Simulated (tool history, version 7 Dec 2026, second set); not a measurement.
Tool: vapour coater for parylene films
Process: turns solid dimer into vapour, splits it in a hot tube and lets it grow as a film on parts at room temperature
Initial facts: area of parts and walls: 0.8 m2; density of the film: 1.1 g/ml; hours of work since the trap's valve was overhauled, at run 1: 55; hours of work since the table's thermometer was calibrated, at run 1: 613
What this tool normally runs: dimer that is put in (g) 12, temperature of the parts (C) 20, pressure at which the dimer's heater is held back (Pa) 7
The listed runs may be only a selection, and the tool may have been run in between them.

run	day	dimer that is put in (g)	temperature of the parts (C)	pressure at which the dimer's heater is held back (Pa)	hours of work since the trap's valve was overhauled	hours of work since the table's thermometer was calibrated	thickness of the film (nm)
1	0	12	20	7	55	613	6390
2	0.575	12	20	3.42	65	623	7050
3	1.121	12	20	3.42	74	632	6940
4	1.829	12	20	3.42	87	645	6940
5	2.692	12	20	7	101	659	6320
6	3.408	12	20	7	114	672	6310
7	4.088	12	20	7	125	683	6270
8	5.125	12	20	7	143	701	6230
9	5.692	12	23	7	153	711	5610
10	6.317	12	20	7	164	722	6200
11	7.142	12	20	7	178	736	6220
12	7.871	12	20	7	191	749	6230
13	8.5	12	20	2.69	201	759	7160
14	9.138	12	27	7	212	770	4880
15	10.004	12	27	7	227	785	4870
16	10.912	12	27	7	243	801	4880
17	11.462	12	27	7	252	810	4780
18	12.483	12	27	7.59	270	828	4750
19	13.517	13	30	7.59	288	846	4690
20	13.967	13	30	7.59	295	853	4620

Predict the results of run 21:
21	14.421	7	13	3.15	303	861	?

thickness of the film (nm): 5140
Minus the tool's unlogged condition, the same run would have read thickness of the film (nm) 5320.
